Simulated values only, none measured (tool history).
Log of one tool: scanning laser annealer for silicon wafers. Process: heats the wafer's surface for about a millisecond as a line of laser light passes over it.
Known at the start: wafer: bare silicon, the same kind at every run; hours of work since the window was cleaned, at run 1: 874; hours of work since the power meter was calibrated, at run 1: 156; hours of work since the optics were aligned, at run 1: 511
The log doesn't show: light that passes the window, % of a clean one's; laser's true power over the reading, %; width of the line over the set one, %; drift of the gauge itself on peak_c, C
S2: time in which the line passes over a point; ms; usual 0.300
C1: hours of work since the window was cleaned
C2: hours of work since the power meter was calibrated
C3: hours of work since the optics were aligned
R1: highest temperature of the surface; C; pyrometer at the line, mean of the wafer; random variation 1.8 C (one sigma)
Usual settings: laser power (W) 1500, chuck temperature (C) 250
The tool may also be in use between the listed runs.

Run 1, day 0.000: usual settings; C1 874; C2 156; C3 511. Result: R1 988 C.
Run 2, day 1.225: usual settings; C1 890; C2 172; C3 527. Result: R1 985 C.
Run 3, day 2.012: usual settings but chuck temperature (C) 278; C1 901; C2 183; C3 538. Result: R1 1017 C.
At day 2.433: window over the wafer cleaned.
Run 4, day 3.312: usual settings; C1 12; C2 199; C3 554. Result: R1 989 C.
Run 5, day 4.675: usual settings but laser power (W) 1322; C1 30; C2 217; C3 572. Result: R1 880 C.
Run 6, day 5.500: usual settings but laser power (W) 1322, chuck temperature (C) 230; C1 41; C2 229; C3 584. Result: R1 860 C.
Run 7, day 6.296: usual settings but laser power (W) 1322, chuck temperature (C) 230; C1 52; C2 239; C3 594. Result: R1 861 C.
Run 8, day 7.608: usual settings but laser power (W) 1322, chuck temperature (C) 230; C1 69; C2 257; C3 612. Result: R1 858 C.
Run 9, day 8.858: usual settings but laser power (W) 1322, chuck temperature (C) 230; C1 86; C2 273; C3 628. Result: R1 859 C.
Run 10, day 9.762: usual settings but laser power (W) 1290, S2 0.238 ms; C1 98; C2 285; C3 640. Result: R1 798 C.
Run 11, day 10.629: usual settings but laser power (W) 1477, S2 0.227 ms, chuck temperature (C) 230; C1 109; C2 297; C3 652. Result: R1 867 C.
Run 12, day 11.892: usual settings but chuck temperature (C) 217; C1 126; C2 314; C3 669. Result: R1 955 C.
Run 13, day 12.704: usual settings but S2 0.277 ms, chuck temperature (C) 216; C1 137; C2 325; C3 680. Result: R1 929 C.

Forecast run 14:
Run 14, day 13.808: usual settings but S2 0.277 ms, chuck temperature (C) 216; C1 152; C2 340; C3 695. Result: R1 ?.

R1: 927 C
Without the tool's hidden state the same run would have given R1 927 C.
